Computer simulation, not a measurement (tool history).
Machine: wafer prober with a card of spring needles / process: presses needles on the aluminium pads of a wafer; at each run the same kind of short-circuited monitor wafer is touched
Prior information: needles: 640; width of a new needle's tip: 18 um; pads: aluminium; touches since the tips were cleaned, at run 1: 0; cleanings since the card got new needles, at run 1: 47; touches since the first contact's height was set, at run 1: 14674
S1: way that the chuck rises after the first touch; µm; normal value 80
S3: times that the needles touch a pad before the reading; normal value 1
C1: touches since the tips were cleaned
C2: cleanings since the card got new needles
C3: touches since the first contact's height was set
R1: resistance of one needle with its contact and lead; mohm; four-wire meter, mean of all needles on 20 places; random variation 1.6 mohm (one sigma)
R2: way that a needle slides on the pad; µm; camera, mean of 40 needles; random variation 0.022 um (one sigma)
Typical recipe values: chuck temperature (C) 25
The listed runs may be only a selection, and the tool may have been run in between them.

{"run": 1, "hour": 0.0, "S1": 80, "chuck temperature (C)": 25, "S3": 1, "C1": 0, "C2": 47, "C3": 14674, "R1": 159, "R2": 17.31}
{"hour": 20.7, "done": "tips cleaned on abrasive film"}
{"hour": 41.4, "done": "tips cleaned on abrasive film"}
{"run": 2, "hour": 50.2, "S1": 80, "chuck temperature (C)": 25, "S3": 1, "C1": 4146, "C2": 49, "C3": 38126, "R1": 221, "R2": 17.25}
{"hour": 61.7, "done": "tips cleaned on abrasive film"}
{"hour": 81.5, "done": "tips cleaned on abrasive film"}
{"run": 3, "hour": 94.0, "S1": 80, "chuck temperature (C)": 95, "S3": 1, "C1": 5871, "C2": 51, "C3": 58581, "R1": 234, "R2": 17.23}
{"hour": 98.3, "done": "tips cleaned on abrasive film"}
{"hour": 116.9, "done": "tips cleaned on abrasive film"}
{"hour": 137.1, "done": "tips cleaned on abrasive film"}
{"run": 4, "hour": 142.1, "S1": 80, "chuck temperature (C)": 25, "S3": 1, "C1": 2329, "C2": 54, "C3": 80962, "R1": 198, "R2": 17.19}
{"hour": 154.7, "done": "tips cleaned on abrasive film"}
{"hour": 173.6, "done": "tips cleaned on abrasive film"}
{"run": 5, "hour": 173.6, "S1": 80, "chuck temperature (C)": 25, "S3": 1, "C1": 0, "C2": 56, "C3": 95670, "R1": 160, "R2": 17.17}
{"hour": 180.7, "done": "height of the first contact set anew"}
{"hour": 192.2, "done": "tips cleaned on abrasive film"}
{"hour": 211.8, "done": "tips cleaned on abrasive film"}
{"run": 6, "hour": 214.4, "S1": 80, "chuck temperature (C)": 25, "S3": 1, "C1": 1213, "C2": 58, "C3": 15710, "R1": 183, "R2": 17.13}
{"hour": 229.0, "done": "tips cleaned on abrasive film"}
{"hour": 247.5, "done": "tips cleaned on abrasive film"}
{"hour": 266.0, "done": "tips cleaned on abrasive film"}
{"run": 7, "hour": 271.0, "S1": 80, "chuck temperature (C)": 25, "S3": 1, "C1": 2348, "C2": 61, "C3": 42137, "R1": 205, "R2": 17.12}
{"hour": 283.6, "done": "tips cleaned on abrasive film"}
{"hour": 303.9, "done": "tips cleaned on abrasive film"}
{"hour": 308.4, "done": "height of the first contact set anew, once more"}
{"hour": 324.2, "done": "tips cleaned on abrasive film"}
{"run": 8, "hour": 335.6, "S1": 80, "chuck temperature (C)": 25, "S3": 1, "C1": 5357, "C2": 64, "C3": 12694, "R1": 227, "R2": 17.3}
{"hour": 344.0, "done": "tips cleaned on abrasive film"}
{"hour": 364.9, "done": "tips cleaned on abrasive film"}
{"run": 9, "hour": 367.1, "S1": 80, "chuck temperature (C)": 81, "S3": 1, "C1": 1020, "C2": 66, "C3": 27380, "R1": 183, "R2": 17.28}
{"hour": 383.8, "done": "tips cleaned on abrasive film"}
{"hour": 400.6, "done": "tips cleaned on abrasive film"}
{"hour": 417.4, "done": "tips cleaned on abrasive film"}
{"hour": 438.0, "done": "tips cleaned on abrasive film"}
{"run": 10, "hour": 438.0, "S1": 80, "chuck temperature (C)": 81, "S3": 1, "C1": 0, "C2": 70, "C3": 60453, "R1": 163, "R2": 17.25}
{"hour": 454.8, "done": "tips cleaned on abrasive film"}
{"hour": 475.3, "done": "tips cleaned on abrasive film"}
{"run": 11, "hour": 488.4, "S1": 80, "chuck temperature (C)": 81, "S3": 1, "C1": 6177, "C2": 72, "C3": 83992, "R1": 234, "R2": 17.19}
{"hour": 492.7, "done": "tips cleaned on abrasive film"}
{"hour": 509.4, "done": "tips cleaned on abrasive film"}
{"hour": 521.5, "done": "height of the first contact set anew"}
{"hour": 529.9, "done": "tips cleaned on abrasive film"}
{"hour": 550.4, "done": "tips cleaned on abrasive film"}
{"run": 12, "hour": 551.5, "S1": 80, "chuck temperature (C)": 81, "S3": 1, "C1": 512, "C2": 76, "C3": 13944, "R1": 178, "R2": 17.28}
{"hour": 568.2, "done": "tips cleaned on abrasive film"}
{"hour": 586.9, "done": "tips cleaned on abrasive film"}
{"run": 13, "hour": 586.9, "S1": 60, "chuck temperature (C)": 81, "S3": 1, "C1": 0, "C2": 78, "C3": 30456, "R1": 176, "R2": 12.93}
{"hour": 606.9, "done": "tips cleaned on abrasive film"}
{"hour": 626.0, "done": "tips cleaned on abrasive film"}
{"hour": 644.5, "done": "tips cleaned on abrasive film"}
{"run": 14, "hour": 644.5, "S1": 92, "chuck temperature (C)": 48, "S3": 2, "C1": 0, "C2": 81, "C3": 57346, "R1": 160, "R2": 19.78}
{"hour": 663.8, "done": "tips cleaned on abrasive film"}
{"hour": 683.5, "done": "tips cleaned on abrasive film"}
{"hour": 702.6, "done": "tips cleaned on abrasive film"}
{"run": 15, "hour": 702.6, "S1": 68, "chuck temperature (C)": 25, "S3": 1, "C1": 0, "C2": 84, "C3": 84451, "R1": 161, "R2": 14.61}
{"hour": 722.8, "done": "tips cleaned on abrasive film"}
{"hour": 734.9, "done": "height of the first contact set anew"}
{"hour": 743.3, "done": "tips cleaned on abrasive film"}
{"run": 16, "hour": 758.9, "S1": 75, "chuck temperature (C)": 27, "S3": 3, "C1": 7313, "C2": 86, "C3": 11217, "R1": 191, "R2": 16.2}
{"hour": 763.2, "done": "tips cleaned on abrasive film"}
{"hour": 779.9, "done": "tips cleaned on abrasive film"}
{"hour": 798.9, "done": "tips cleaned on abrasive film"}
{"run": 17, "hour": 798.9, "S1": 75, "chuck temperature (C)": 27, "S3": 3, "C1": 0, "C2": 89, "C3": 29813, "R1": 157, "R2": 16.18}
{"hour": 815.6, "done": "tips cleaned on abrasive film"}
{"hour": 836.5, "done": "tips cleaned on abrasive film"}
{"run": 18, "hour": 839.8, "S1": 75, "chuck temperature (C)": 27, "S3": 3, "C1": 1543, "C2": 91, "C3": 48925, "R1": 167, "R2": 16.19}
{"hour": 855.4, "done": "tips cleaned on abrasive film"}
{"hour": 875.5, "done": "tips cleaned on abrasive film"}
{"hour": 896.4, "done": "tips cleaned on abrasive film"}
{"run": 19, "hour": 899.4, "S1": 75, "chuck temperature (C)": 34, "S3": 1, "C1": 1440, "C2": 94, "C3": 76740, "R1": 200, "R2": 16.09}
{"hour": 916.2, "done": "tips cleaned on abrasive film"}
{"hour": 935.7, "done": "tips cleaned on abrasive film"}
{"hour": 948.5, "done": "height of the first contact set anew"}
{"hour": 956.2, "done": "tips cleaned on abrasive film"}
{"run": 20, "hour": 967.8, "S1": 75, "chuck temperature (C)": 34, "S3": 1, "C1": 5438, "C2": 97, "C3": 9045, "R1": 246, "R2": 16.19}
{"hour": 975.2, "done": "tips cleaned on abrasive film"}
{"hour": 995.3, "done": "tips cleaned on abrasive film"}
{"hour": 1015.5, "done": "tips cleaned on abrasive film"}
{"run": 21, "hour": 1021.3, "S1": 75, "chuck temperature (C)": 34, "S3": 1, "C1": 2735, "C2": 100, "C3": 33965, "R1": 217, "R2": 16.14}
{"hour": 1033.5, "done": "tips cleaned on abrasive film"}
{"hour": 1052.7, "done": "tips cleaned on abrasive film"}
{"hour": 1073.2, "done": "tips cleaned on abrasive film"}
{"run": 22, "hour": 1083.5, "S1": 75, "chuck temperature (C)": 34, "S3": 1, "C1": 4801, "C2": 103, "C3": 62974, "R1": 244, "R2": 16.11}
{"hour": 1091.9, "done": "tips cleaned on abrasive film"}
{"hour": 1108.6, "done": "tips cleaned on abrasive film"}
{"hour": 1128.3, "done": "tips cleaned on abrasive film"}
{"run": 23, "hour": 1143.2, "S1": 75, "chuck temperature (C)": 34, "S3": 1, "C1": 7005, "C2": 106, "C3": 90864, "R1": 261, "R2": 16.12}
{"hour": 1147.5, "done": "tips cleaned on abrasive film"}
{"hour": 1160.1, "done": "height of the first contact set anew"}
{"hour": 1168.4, "done": "tips cleaned on abrasive film"}
{"hour": 1186.1, "done": "tips cleaned on abrasive film"}
{"run": 24, "hour": 1186.1, "S1": 80, "chuck temperature (C)": 37, "S3": 1, "C1": 0, "C2": 109, "C3": 12061, "R1": 165, "R2": 17.27}

Hidden state at the last listed run before each entry between runs and at the first one after, where it differs:
Logged between run 1 and run 2: tips cleaned on abrasive film (hour 20.7); tips cleaned on abrasive film (hour 41.4)
  debris on the tips, nm: 16.6 -> 117.4; way that the needles fall short of the set height, um: 0.07 -> 0.18; tips' diameter, um: 18.81 -> 18.85
  difference, measured minus the result without the unlogged condition, R1: +10 -> +73 mohm; R2: -0.01 -> -0.04 µm
Logged between run 2 and run 3: tips cleaned on abrasive film (hour 61.7); tips cleaned on abrasive film (hour 81.5)
  debris on the tips, nm: 117.4 -> 131.2; way that the needles fall short of the set height, um: 0.18 -> 0.28; tips' diameter, um: 18.85 -> 18.88
  difference, measured minus the result without the unlogged condition, R1: +73 -> +74 mohm; R2: -0.04 -> -0.06 µm
Logged between run 3 and run 4: tips cleaned on abrasive film (hour 98.3); tips cleaned on abrasive film (hour 116.9); tips cleaned on abrasive film (hour 137.1)
  debris on the tips, nm: 131.2 -> 79.8; way that the needles fall short of the set height, um: 0.28 -> 0.43; tips' diameter, um: 18.88 -> 18.93
  difference, measured minus the result without the unlogged condition, R1: +74 -> +50 mohm; R2: -0.06 -> -0.09 µm
Logged between run 4 and run 5: tips cleaned on abrasive film (hour 154.7); tips cleaned on abrasive film (hour 173.6)
  debris on the tips, nm: 79.8 -> 14.9; way that the needles fall short of the set height, um: 0.43 -> 0.54; tips' diameter, um: 18.93 -> 18.97
  difference, measured minus the result without the unlogged condition, R1: +50 -> +10 mohm; R2: -0.09 -> -0.12 µm
Logged between run 5 and run 6: height of the first contact set anew (hour 180.7); tips cleaned on abrasive film (hour 192.2); tips cleaned on abrasive film (hour 211.8)
  debris on the tips, nm: 14.9 -> 55.1; way that the needles fall short of the set height, um: 0.54 -> 0.69; tips' diameter, um: 18.97 -> 19
  difference, measured minus the result without the unlogged condition, R1: +10 -> +35 mohm; R2: -0.12 -> -0.15 µm
Logged between run 6 and run 7: tips cleaned on abrasive film (hour 229); tips cleaned on abrasive film (hour 247.5); tips cleaned on abrasive film (hour 266)
  debris on the tips, nm: 55.1 -> 80.4; way that the needles fall short of the set height, um: 0.69 -> 0.82; tips' diameter, um: 19 -> 19.05
  difference, measured minus the result without the unlogged condition, R1: +35 -> +53 mohm; R2: -0.15 -> -0.18 µm
Logged between run 7 and run 8: tips cleaned on abrasive film (hour 283.6); tips cleaned on abrasive film (hour 303.9); height of the first contact set anew, once more (hour 308.4); tips cleaned on abrasive film (hour 324.2)
  debris on the tips, nm: 80.4 -> 129.1; way that the needles fall short of the set height, um: 0.82 -> 0.06; tips' diameter, um: 19.05 -> 19.11
  difference, measured minus the result without the unlogged condition, R1: +53 -> +81 mohm; R2: -0.18 -> -0.01 µm
Logged between run 8 and run 9: tips cleaned on abrasive film (hour 344); tips cleaned on abrasive film (hour 364.9)
  debris on the tips, nm: 129.1 -> 43; way that the needles fall short of the set height, um: 0.06 -> 0.17; tips' diameter, um: 19.11 -> 19.15
  difference, measured minus the result without the unlogged condition, R1: +81 -> +25 mohm; R2: -0.01 -> -0.04 µm
Logged between run 9 and run 10: tips cleaned on abrasive film (hour 383.8); tips cleaned on abrasive film (hour 400.6); tips cleaned on abrasive film (hour 417.4); tips cleaned on abrasive film (hour 438)
  debris on the tips, nm: 43 -> 9.4; way that the needles fall short of the set height, um: 0.17 -> 0.34; tips' diameter, um: 19.15 -> 19.21
  difference, measured minus the result without the unlogged condition, R1: +25 -> +6 mohm; R2: -0.04 -> -0.07 µm
Logged between run 10 and run 11: tips cleaned on abrasive film (hour 454.8); tips cleaned on abrasive film (hour 475.3)
  debris on the tips, nm: 9.4 -> 130.8; way that the needles fall short of the set height, um: 0.34 -> 0.45; tips' diameter, um: 19.21 -> 19.25
  difference, measured minus the result without the unlogged condition, R1: +6 -> +76 mohm; R2: -0.07 -> -0.1 µm
Logged between run 11 and run 12: tips cleaned on abrasive film (hour 492.7); tips cleaned on abrasive film (hour 509.4); height of the first contact set anew (hour 521.5); tips cleaned on abrasive film (hour 529.9); tips cleaned on abrasive film (hour 550.4)
  debris on the tips, nm: 130.8 -> 32; way that the needles fall short of the set height, um: 0.45 -> 0.1; tips' diameter, um: 19.25 -> 19.32
  difference, measured minus the result without the unlogged condition, R1: +76 -> +20 mohm; R2: -0.1 -> -0.02 µm
Logged between run 12 and run 13: tips cleaned on abrasive film (hour 568.2); tips cleaned on abrasive film (hour 586.9)
  debris on the tips, nm: 32 -> 10.3; way that the needles fall short of the set height, um: 0.1 -> 0.22; tips' diameter, um: 19.32 -> 19.36
  difference, measured minus the result without the unlogged condition, R1: +20 -> +11 mohm; R2: -0.02 -> -0.05 µm
Logged between run 13 and run 14: tips cleaned on abrasive film (hour 606.9); tips cleaned on abrasive film (hour 626); tips cleaned on abrasive film (hour 644.5)
  debris on the tips, nm: 10.3 -> 17.9; way that the needles fall short of the set height, um: 0.22 -> 0.39; tips' diameter, um: 19.36 -> 19.42
  difference, measured minus the result without the unlogged condition, R1: +11 -> +6 mohm; R2: -0.05 -> -0.09 µm
Logged between run 14 and run 15: tips cleaned on abrasive film (hour 663.8); tips cleaned on abrasive film (hour 683.5); tips cleaned on abrasive film (hour 702.6)
  debris on the tips, nm: 17.9 -> 9.4; way that the needles fall short of the set height, um: 0.39 -> 0.52; tips' diameter, um: 19.42 -> 19.46
  difference, measured minus the result without the unlogged condition, R1: +6 -> +9 mohm; R2: -0.09 -> -0.11 µm
Logged between run 15 and run 16: tips cleaned on abrasive film (hour 722.8); height of the first contact set anew (hour 734.9); tips cleaned on abrasive film (hour 743.3)
  debris on the tips, nm: 9.4 -> 147; way that the needles fall short of the set height, um: 0.52 -> 0.04; tips' diameter, um: 19.46 -> 19.49
  difference, measured minus the result without the unlogged condition, R1: +9 -> +39 mohm; R2: -0.11 -> -0.01 µm
Logged between run 16 and run 17: tips cleaned on abrasive film (hour 763.2); tips cleaned on abrasive film (hour 779.9); tips cleaned on abrasive film (hour 798.9)
  debris on the tips, nm: 147 -> 17.2; way that the needles fall short of the set height, um: 0.04 -> 0.21; tips' diameter, um: 19.49 -> 19.55
  difference, measured minus the result without the unlogged condition, R1: +39 -> +6 mohm; R2: -0.01 -> -0.04 µm
Logged between run 17 and run 18: tips cleaned on abrasive film (hour 815.6); tips cleaned on abrasive film (hour 836.5)
  debris on the tips, nm: 17.2 -> 64.1; way that the needles fall short of the set height, um: 0.21 -> 0.31; tips' diameter, um: 19.55 -> 19.58
  difference, measured minus the result without the unlogged condition, R1: +6 -> +17 mohm; R2: -0.04 -> -0.07 µm
Logged between run 18 and run 19: tips cleaned on abrasive film (hour 855.4); tips cleaned on abrasive film (hour 875.5); tips cleaned on abrasive film (hour 896.4)
  debris on the tips, nm: 64.1 -> 66.1; way that the needles fall short of the set height, um: 0.31 -> 0.47; tips' diameter, um: 19.58 -> 19.64
  difference, measured minus the result without the unlogged condition, R1: +17 -> +48 mohm; R2: -0.07 -> -0.11 µm
Logged between run 19 and run 20: tips cleaned on abrasive film (hour 916.2); tips cleaned on abrasive film (hour 935.7); height of the first contact set anew (hour 948.5); tips cleaned on abrasive film (hour 956.2)
  debris on the tips, nm: 66.1 -> 135.6; way that the needles fall short of the set height, um: 0.47 -> 0.05; tips' diameter, um: 19.64 -> 19.7
  difference, measured minus the result without the unlogged condition, R1: +48 -> +97 mohm; R2: -0.11 -> -0.01 µm
Logged between run 20 and run 21: tips cleaned on abrasive film (hour 975.2); tips cleaned on abrasive film (hour 995.3); tips cleaned on abrasive film (hour 1015.5)
  debris on the tips, nm: 135.6 -> 89.8; way that the needles fall short of the set height, um: 0.05 -> 0.2; tips' diameter, um: 19.7 -> 19.75
  difference, measured minus the result without the unlogged condition, R1: +97 -> +66 mohm; R2: -0.01 -> -0.04 µm
Logged between run 21 and run 22: tips cleaned on abrasive film (hour 1033.5); tips cleaned on abrasive film (hour 1052.7); tips cleaned on abrasive film (hour 1073.2)
  debris on the tips, nm: 89.8 -> 126.6; way that the needles fall short of the set height, um: 0.2 -> 0.34; tips' diameter, um: 19.75 -> 19.8
  difference, measured minus the result without the unlogged condition, R1: +66 -> +94 mohm; R2: -0.04 -> -0.07 µm
Logged between run 22 and run 23: tips cleaned on abrasive film (hour 1091.9); tips cleaned on abrasive film (hour 1108.6); tips cleaned on abrasive film (hour 1128.3)
  debris on the tips, nm: 126.6 -> 143.8; way that the needles fall short of the set height, um: 0.34 -> 0.49; tips' diameter, um: 19.8 -> 19.85
  difference, measured minus the result without the unlogged condition, R1: +94 -> +107 mohm; R2: -0.07 -> -0.1 µm
Logged between run 23 and run 24: tips cleaned on abrasive film (hour 1147.5); height of the first contact set anew (hour 1160.1); tips cleaned on abrasive film (hour 1168.4); tips cleaned on abrasive film (hour 1186.1)
  debris on the tips, nm: 143.8 -> 18.5; way that the needles fall short of the set height, um: 0.49 -> 0.09; tips' diameter, um: 19.85 -> 19.9
  difference, measured minus the result without the unlogged condition, R1: +107 -> +13 mohm; R2: -0.1 -> -0.02 µm
